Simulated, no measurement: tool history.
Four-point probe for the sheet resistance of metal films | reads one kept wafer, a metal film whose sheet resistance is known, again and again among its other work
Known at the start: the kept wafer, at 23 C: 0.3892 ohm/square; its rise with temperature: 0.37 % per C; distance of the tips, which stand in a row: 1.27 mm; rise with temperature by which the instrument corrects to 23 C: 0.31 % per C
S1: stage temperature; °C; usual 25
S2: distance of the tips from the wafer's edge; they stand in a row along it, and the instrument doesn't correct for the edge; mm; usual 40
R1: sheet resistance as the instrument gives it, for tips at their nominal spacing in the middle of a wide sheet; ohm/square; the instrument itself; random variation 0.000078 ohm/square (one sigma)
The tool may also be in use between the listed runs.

run 1 day=0 | S1=25 S2=40 | R1=0.388583
run 2 day=0.662 | S1=25 S2=40 | R1=0.388651
run 3 day=1.179 | S1=25 S2=16 | R1=0.389626
run 4 day=1.562 | S1=25 S2=9 | R1=0.392601
run 5 day=2.029 | S1=18 S2=9 | R1=0.390765
run 6 day=2.454 | S1=25 S2=30 | R1=0.388681
run 7 day=2.958 | S1=25 S2=9 | R1=0.392364
run 8 day=3.508 | S1=24 S2=11 | R1=0.390907
run 9 day=3.967 | S1=24 S2=11 | R1=0.390862
run 10 day=4.529 | S1=24 S2=11 | R1=0.390692
-- day=4.6 stage's thermometer calibrated
run 11 day=5.271 | S1=24 S2=11 | R1=0.390606
run 12 day=6.1 | S1=24 S2=11 | R1=0.390532
run 13 day=6.658 | S1=18 S2=45 | R1=0.386489
run 14 day=7.304 | S1=31 S2=35 | R1=0.38972

Forecast each of these 3 alternatives for the next run:
-- day=8.033 stage's thermometer calibrated, once more
run A day=8.142 | S1=31 S2=6 | R1=?
-- day=8.033 stage's thermometer calibrated, once more
run B day=8.142 | S1=19 S2=72 | R1=?
-- day=8.033 stage's thermometer calibrated, once more
run C day=8.142 | S1=33 S2=23 | R1=?

run=A R1=0.398733
run=B R1=0.386973
run=C R1=0.390528
Without the tool's hidden state the same runs would have given:
run=A R1=0.400187
run=B R1=0.388382
run=C R1=0.391956

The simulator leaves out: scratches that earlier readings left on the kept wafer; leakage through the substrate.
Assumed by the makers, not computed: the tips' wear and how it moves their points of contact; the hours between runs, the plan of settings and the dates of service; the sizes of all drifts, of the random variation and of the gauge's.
